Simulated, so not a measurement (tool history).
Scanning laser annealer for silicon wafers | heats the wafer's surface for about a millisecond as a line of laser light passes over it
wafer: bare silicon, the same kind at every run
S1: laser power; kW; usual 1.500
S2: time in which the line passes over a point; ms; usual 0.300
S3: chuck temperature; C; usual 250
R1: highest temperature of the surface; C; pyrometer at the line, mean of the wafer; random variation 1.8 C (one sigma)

run    day     S1     S2   S3    R1
  1  0.000  1.500  0.300  250  1063
  2  0.325  1.500  0.300  250  1062
  3  0.696  1.500  0.300  237  1049
  4  0.958  1.500  0.345  237  1101
  5  1.221  1.500  0.345  237  1103
  6  1.483  1.500  0.345  237  1103
  7  1.875  1.500  0.345  237  1101
  8  2.342  1.500  0.345  211  1076
  9  2.554  1.389  0.300  250   985
 10  3.021  1.389  0.300  250   982
 11  3.346  1.500  0.300  243  1057
 12  3.683  1.500  0.300  243  1056
 13  4.012  1.500  0.300  243  1057
 14  4.400  1.500  0.300  247  1062
 15  4.817  1.500  0.313  247  1075

Forecast run 16:
 16  5.183  1.647  0.235  246   ?

R1: 1069 C
Without the tool's hidden state the same run would have given R1 1069 C.

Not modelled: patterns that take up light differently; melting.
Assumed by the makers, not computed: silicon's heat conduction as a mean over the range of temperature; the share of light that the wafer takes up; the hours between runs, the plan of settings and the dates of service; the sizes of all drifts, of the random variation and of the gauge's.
